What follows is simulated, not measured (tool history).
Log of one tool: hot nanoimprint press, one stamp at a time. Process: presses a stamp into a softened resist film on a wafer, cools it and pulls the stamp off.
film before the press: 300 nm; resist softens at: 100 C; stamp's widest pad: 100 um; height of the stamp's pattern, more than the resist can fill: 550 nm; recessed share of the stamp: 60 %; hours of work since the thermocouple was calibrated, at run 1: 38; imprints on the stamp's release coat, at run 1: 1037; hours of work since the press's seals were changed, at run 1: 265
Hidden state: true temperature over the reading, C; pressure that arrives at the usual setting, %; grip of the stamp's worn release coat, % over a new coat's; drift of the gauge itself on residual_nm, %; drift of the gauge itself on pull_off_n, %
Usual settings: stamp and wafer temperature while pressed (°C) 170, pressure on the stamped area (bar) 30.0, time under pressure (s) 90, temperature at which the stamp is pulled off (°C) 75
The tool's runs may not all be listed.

| run | hour | stamp and wafer temperature while pressed (°C) | pressure on the stamped area (bar) | time under pressure (s) | temperature at which the stamp is pulled off (°C) | hours of work since the thermocouple was calibrated | imprints on the stamp's release coat | hours of work since the press's seals were changed | resist left under the stamp's widest pad (Å) | greatest force while the stamp is pulled off (N) |
|---|---|---|---|---|---|---|---|---|---|---|
| 1 | 0.0 | 170 | 30.0 | 90 | 75 | 38 | 1037 | 265 | 1672 | 153 |
| 2 | 25.0 | 171 | 30.0 | 90 | 75 | 57 | 1180 | 283 | 1620 | 162 |
| 3 | 51.5 | 170 | 30.0 | 90 | 68 | 77 | 1332 | 303 | 1663 | 183 |
| 4 | 67.1 | 170 | 30.0 | 90 | 68 | 89 | 1421 | 315 | 1660 | 189 |
| 5 | 82.0 | 170 | 30.0 | 90 | 82 | 100 | 1506 | 326 | 1659 | 154 |
| 6 | 99.6 | 170 | 30.0 | 158 | 75 | 113 | 1607 | 340 | 1372 | 178 |
| 7 | 121.3 | 170 | 41.6 | 90 | 75 | 130 | 1731 | 356 | 1423 | 183 |
| 8 | 141.8 | 170 | 30.0 | 90 | 81 | 145 | 1848 | 372 | 1652 | 179 |
| 9 | 163.1 | 170 | 30.0 | 90 | 81 | 161 | 1970 | 388 | 1650 | 173 |
| 10 | 185.4 | 170 | 25.8 | 90 | 81 | 178 | 2098 | 404 | 1757 | 173 |
| 11 | 204.9 | 170 | 25.8 | 90 | 81 | 193 | 2209 | 419 | 1756 | 186 |
| 12 | 218.1 | 170 | 30.0 | 90 | 76 | 203 | 2285 | 429 | 1646 | 196 |
|  | 238.5 | stamp cleaned and given a new release coat |
| 13 | 246.9 | 170 | 30.0 | 90 | 76 | 220 | 48 | 446 | 1639 | 122 |
| 14 | 263.7 | 170 | 30.0 | 90 | 76 | 233 | 144 | 459 | 1639 | 126 |
| 15 | 279.2 | 170 | 31.7 | 90 | 76 | 244 | 233 | 471 | 1598 | 124 |
| 16 | 293.1 | 178 | 40.1 | 68 | 62 | 255 | 312 | 481 | 1261 | 157 |
| 17 | 315.2 | 170 | 33.7 | 90 | 75 | 271 | 439 | 498 | 1551 | 144 |
|  | 320.4 | plate thermocouple calibrated |
| 18 | 342.7 | 170 | 33.7 | 90 | 75 | 17 | 579 | 516 | 1535 | 141 |
| 19 | 362.9 | 161 | 33.7 | 85 | 75 | 32 | 695 | 532 | 1983 | 146 |
| 20 | 385.8 | 161 | 33.7 | 85 | 77 | 49 | 826 | 549 | 1981 | 148 |
| 21 | 405.8 | 163 | 33.7 | 85 | 81 | 64 | 940 | 564 | 1884 | 142 |
| 22 | 428.9 | 161 | 33.7 | 97 | 79 | 82 | 1072 | 581 | 1908 | 146 |
| 23 | 454.8 | 170 | 30.0 | 90 | 81 | 101 | 1220 | 601 | 1607 | 140 |
|  | 480.4 | plate thermocouple calibrated, once more |
| 24 | 480.4 | 170 | 30.0 | 90 | 81 | 0 | 1349 | 618 | 1684 | 154 |
| 25 | 492.3 | 170 | 31.1 | 70 | 81 | 9 | 1418 | 627 | 1791 | 163 |
| 26 | 507.5 | 170 | 47.0 | 53 | 75 | 20 | 1505 | 638 | 1642 | 173 |
| 27 | 520.3 | 170 | 47.0 | 53 | 75 | 30 | 1578 | 648 | 1638 | 179 |
| 28 | 531.9 | 170 | 46.3 | 53 | 71 | 39 | 1644 | 657 | 1647 | 192 |
| 29 | 548.1 | 170 | 46.3 | 53 | 71 | 51 | 1737 | 669 | 1649 | 191 |
| 30 | 573.7 | 170 | 46.3 | 53 | 71 | 70 | 1883 | 688 | 1645 | 200 |

Hidden state at the last listed run before each entry between runs and at the first one after, where it differs:
Between runs 12 and 13: stamp cleaned and given a new release coat (hour 238.5)
  true temperature over the reading, C: 0.77 -> 0.83; pressure that arrives at the usual setting, %: 98.44 -> 98.4; grip of the stamp's worn release coat, % over a new coat's: 57.2 -> 1.1
  measured less the result without the state, resist left under the stamp's widest pad (Å): -23 -> -25; greatest force while the stamp is pulled off (N): +70 -> -1
Between runs 17 and 18: plate thermocouple calibrated (hour 320.4)
  true temperature over the reading, C: 1.01 -> 1.43; pressure that arrives at the usual setting, %: 98.26 -> 98.21; grip of the stamp's worn release coat, % over a new coat's: 10.1 -> 13.4
  measured less the result without the state, resist left under the stamp's widest pad (Å): -30 -> -48; greatest force while the stamp is pulled off (N): +11 -> +14
Between runs 23 and 24: plate thermocouple calibrated, once more (hour 480.4)
  true temperature over the reading, C: 1.74 -> -0.06; pressure that arrives at the usual setting, %: 97.99 -> 97.95; grip of the stamp's worn release coat, % over a new coat's: 29.1 -> 32.4
  measured less the result without the state, resist left under the stamp's widest pad (Å): -62 -> +18; greatest force while the stamp is pulled off (N): +29 -> +38

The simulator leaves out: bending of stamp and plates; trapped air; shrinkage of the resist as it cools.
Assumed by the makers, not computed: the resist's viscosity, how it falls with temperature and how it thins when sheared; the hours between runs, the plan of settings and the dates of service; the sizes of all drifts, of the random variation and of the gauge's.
